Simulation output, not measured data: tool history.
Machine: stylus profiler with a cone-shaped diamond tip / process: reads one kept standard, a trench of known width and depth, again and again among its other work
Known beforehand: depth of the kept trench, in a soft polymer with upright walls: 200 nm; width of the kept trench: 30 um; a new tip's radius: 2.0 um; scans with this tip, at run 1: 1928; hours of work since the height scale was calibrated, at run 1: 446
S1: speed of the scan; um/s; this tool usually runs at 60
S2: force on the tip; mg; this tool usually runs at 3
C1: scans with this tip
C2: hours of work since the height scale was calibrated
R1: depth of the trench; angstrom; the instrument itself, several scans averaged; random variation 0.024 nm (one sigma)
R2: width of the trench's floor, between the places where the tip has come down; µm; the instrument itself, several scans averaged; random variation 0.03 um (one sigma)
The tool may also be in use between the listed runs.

| run | day | S1 | S2 | C1 | C2 | R1 | R2 |
|---|---|---|---|---|---|---|---|
| 1 | 0 | 60 | 3 | 1928 | 446 | 2037.5 | 27.83 |
| 2 | 1.404 | 60 | 3 | 1994 | 462 | 2037.9 | 27.77 |
| 3 | 3.412 | 60 | 3 | 2089 | 484 | 2037.7 | 27.79 |
| 4 | 4.292 | 60 | 3 | 2131 | 493 | 2037.9 | 27.82 |
| 5 | 6.192 | 60 | 3 | 2221 | 514 | 2037.3 | 27.76 |
| 6 | 7.725 | 60 | 3 | 2294 | 531 | 2037.6 | 27.74 |
| 7 | 9.279 | 60 | 1.34 | 2367 | 548 | 2021 | 27.58 |
| 8 | 10.229 | 16 | 5.76 | 2412 | 558 | 2058.3 | 28 |
| 9 | 11.779 | 58 | 1.99 | 2486 | 575 | 2028.2 | 27.64 |
| 10 | 13.379 | 52 | 1.28 | 2562 | 593 | 2020.3 | 27.57 |

For run 11, what comes out?
| 11 | 15.325 | 52 | 1.28 | 2654 | 614 | ? | ? |

Run 11 produced R1 2020.7 angstrom, R2 27.66 µm.
Minus the tool's unlogged condition, the same run would have read R1 2021.5 angstrom, R2 27.83 µm.
